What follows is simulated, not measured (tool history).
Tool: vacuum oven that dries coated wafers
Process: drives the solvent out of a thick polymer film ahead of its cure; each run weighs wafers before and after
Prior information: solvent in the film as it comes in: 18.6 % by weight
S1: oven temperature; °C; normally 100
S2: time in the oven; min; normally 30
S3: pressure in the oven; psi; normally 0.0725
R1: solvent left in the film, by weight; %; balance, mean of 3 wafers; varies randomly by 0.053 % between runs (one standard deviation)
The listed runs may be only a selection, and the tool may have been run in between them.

| run | day | S1 | S2 | S3 | R1 |
|---|---|---|---|---|---|
| 1 | 0 | 100 | 30 | 0.0725 | 4.34 |
| 2 | 0.892 | 103 | 30 | 0.0725 | 3.55 |
| 3 | 1.988 | 100 | 30 | 0.0725 | 4.42 |
| 4 | 2.696 | 100 | 30 | 0.2148 | 4.86 |
| 5 | 4.096 | 100 | 30 | 0.2148 | 4.88 |
|  | 5.058 | oven's thermocouples calibrated |
| 6 | 5.188 | 100 | 30 | 0.0621 | 4.37 |
| 7 | 6.075 | 100 | 30 | 0.0621 | 4.33 |

Estimate the outcome of run 8 from the log above:
| 8 | 7.142 | 97 | 46 | 0.0737 | ? |

R1: 3.09 %
The same run, on a tool lacking any hidden state, would have yielded R1 3.09 %.

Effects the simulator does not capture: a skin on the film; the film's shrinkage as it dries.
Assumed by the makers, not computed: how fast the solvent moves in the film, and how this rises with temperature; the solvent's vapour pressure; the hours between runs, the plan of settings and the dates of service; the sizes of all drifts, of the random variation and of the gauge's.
